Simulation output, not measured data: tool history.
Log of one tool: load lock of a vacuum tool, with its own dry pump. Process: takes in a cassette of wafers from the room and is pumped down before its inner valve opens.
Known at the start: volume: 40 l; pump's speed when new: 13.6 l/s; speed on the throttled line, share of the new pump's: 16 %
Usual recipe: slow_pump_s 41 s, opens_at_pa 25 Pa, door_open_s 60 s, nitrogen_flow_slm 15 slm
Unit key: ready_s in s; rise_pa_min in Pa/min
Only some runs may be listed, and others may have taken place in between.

run    hour  slow_pump_s  opens_at_pa  door_open_s  nitrogen_flow_slm  incoming humidity of the room's air, %  ready_s  rise_pa_min
  1     0.0           41           25           60                 15                                    47.6     60.2        0.044
  2   155.4           41           25           60                 15                                    47.7     58.5        0.041
  3   295.6           41           25           60                  7                                    46.3     58.7        0.046
  4   536.6           41           25           60                  7                                    42.9     59.1        0.046
  5   770.3           41           23           60                 15                                    47.8     59.2        0.040
  6  1011.1           41           25           60                 15                                    42.3     58.8        0.036
  7  1116.0           41           25           60                 15                                    44.7     59.4        0.038
  8  1224.5           41           23           60                 15                                    45.6     59.5        0.036
  9  1433.2           41           23           60                 15                                    47.6     59.9        0.036
 10  1623.1           41           25          101                 15                                    46.4     59.2        0.045
 11  1795.5           41           25           26                 15                                    42.0     58.9        0.022
 12  1982.6           41           25           26                 15                                    43.5     58.5        0.028
 13  2215.0           41           25          110                 15                                    43.0     58.9        0.046
 14  2424.6           41           25          110                 15                                    41.7     59.4        0.043
 15  2622.5           41           25          110                 15                                    42.4     59.0        0.043
 16  2780.6           41           25          110                 15                                    45.3     59.3        0.046
 17  3000.1           80           25           60                 15                                    45.5     91.5        0.042
 18  3202.6           52           43           47                 21                                    41.0     67.7        0.030
 19  3379.5           52           25           47                  6                                    43.4     67.5        0.038
 20  3523.9           59           41           47                  8                                    46.7     72.5        0.043
 21  3760.3           20           29           29                  6                                    48.4     40.9        0.038
 22  4000.9           20           29           29                 29                                    44.9     41.2        0.018
 23  4175.9           25           24           82                 15                                    46.2     45.9        0.047
 24  4293.8           41           23           63                 15                                    45.1     59.0        0.038
 25  4398.1           41           23           63                 15                                    45.6     58.9        0.039
 26  4643.7           41           38           43                 15                                    41.9     57.7        0.026
 27  4853.8           41           40           43                 15                                    40.7     57.7        0.032
 28  4988.7           21           19           40                 15                                    45.5     43.1        0.032
 29  5195.7           21           19           40                 15                                    46.9     42.2        0.034

Branching from run 29: 3 alternative next runs. What would each branch give?
  A  5341.2           23           36           60                 11                                    44.7        ?            ?
  B  5341.2           41           25          101                 26                                    44.0        ?            ?
  C  5341.2           49           25           39                 15                                    44.1        ?            ?

run  ready_s  rise_pa_min
  A     42.9        0.043
  B     58.7        0.038
  C     65.5        0.030
Take away the tool's hidden state, keep each run's random variation, and the runs would have read:
run  ready_s  rise_pa_min
  A     42.9        0.042
  B     58.7        0.038
  C     65.5        0.029
